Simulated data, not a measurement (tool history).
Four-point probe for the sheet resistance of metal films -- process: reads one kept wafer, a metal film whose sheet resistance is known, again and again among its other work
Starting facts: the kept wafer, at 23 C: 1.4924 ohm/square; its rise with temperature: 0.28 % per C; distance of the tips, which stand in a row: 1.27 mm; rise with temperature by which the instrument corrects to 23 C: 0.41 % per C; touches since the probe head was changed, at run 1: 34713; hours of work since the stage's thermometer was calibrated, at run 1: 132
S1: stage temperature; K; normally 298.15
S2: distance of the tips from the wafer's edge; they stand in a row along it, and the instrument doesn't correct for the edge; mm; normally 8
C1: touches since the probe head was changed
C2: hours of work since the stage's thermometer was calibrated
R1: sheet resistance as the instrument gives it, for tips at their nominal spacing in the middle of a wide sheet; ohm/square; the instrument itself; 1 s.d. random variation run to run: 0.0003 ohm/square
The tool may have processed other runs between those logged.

Run 1, hour 0: usual settings; C1 34713; C2 132. Result: R1 1.509045 ohm/square.
Run 2, hour 64.9: usual settings; C1 36240; C2 161. Result: R1 1.508951 ohm/square.
Run 3, hour 130.3: usual settings but S2 14 mm; C1 37779; C2 190. Result: R1 1.495433 ohm/square.
Run 4, hour 182.8: usual settings but S1 292.15 K; C1 39014; C2 213. Result: R1 1.52001 ohm/square.
Run 5, hour 216.9: usual settings but S1 299.15 K; C1 39816; C2 228. Result: R1 1.50632 ohm/square.
Run 6, hour 264.9: usual settings; C1 40946; C2 249. Result: R1 1.50831 ohm/square.
Run 7, hour 332.6: usual settings but S2 25 mm; C1 42540; C2 279. Result: R1 1.490423 ohm/square.
Run 8, hour 408.5: usual settings but S1 304.15 K, S2 6 mm; C1 44325; C2 313. Result: R1 1.511835 ohm/square.
At hour 415: stage's thermometer calibrated.
Run 9, hour 479.9: usual settings but S1 293.15 K; C1 45994; C2 29. Result: R1 1.51671 ohm/square.
Run 10, hour 524.9: usual settings but S1 308.15 K, S2 14 mm; C1 47052; C2 49. Result: R1 1.476579 ohm/square.
Run 11, hour 593.2: usual settings but S1 308.15 K, S2 14 mm; C1 48661; C2 79. Result: R1 1.475753 ohm/square.
Run 12, hour 667.8: usual settings but S1 295.15 K, S2 7 mm; C1 50416; C2 112. Result: R1 1.518691 ohm/square.

Selected run-to-run steps in R1, each split into two signed amounts: the part the tool would show with no hidden state at all (from settings, incoming material and random variation), and the remainder, which goes to the hidden state together with any gauge scatter not common to the measured and the hidden-state-free results:
Hidden state present: inner tips' distance over the nominal, %; tips' flats over new ones', %; wafer's true temperature over the reading, C; drift of the gauge itself on sheet_ohm, %.
Run 8 -> 9: S1 304.15 -> 293.15, S2 6 -> 8, stage's thermometer calibrated. R1 +0.004875 ohm/square: hidden state -0.000362, all else +0.005237.
Run 11 -> 12: S1 308.15 -> 295.15, S2 14 -> 7. R1 +0.042938 ohm/square: hidden state -0.000265, all else +0.043203.

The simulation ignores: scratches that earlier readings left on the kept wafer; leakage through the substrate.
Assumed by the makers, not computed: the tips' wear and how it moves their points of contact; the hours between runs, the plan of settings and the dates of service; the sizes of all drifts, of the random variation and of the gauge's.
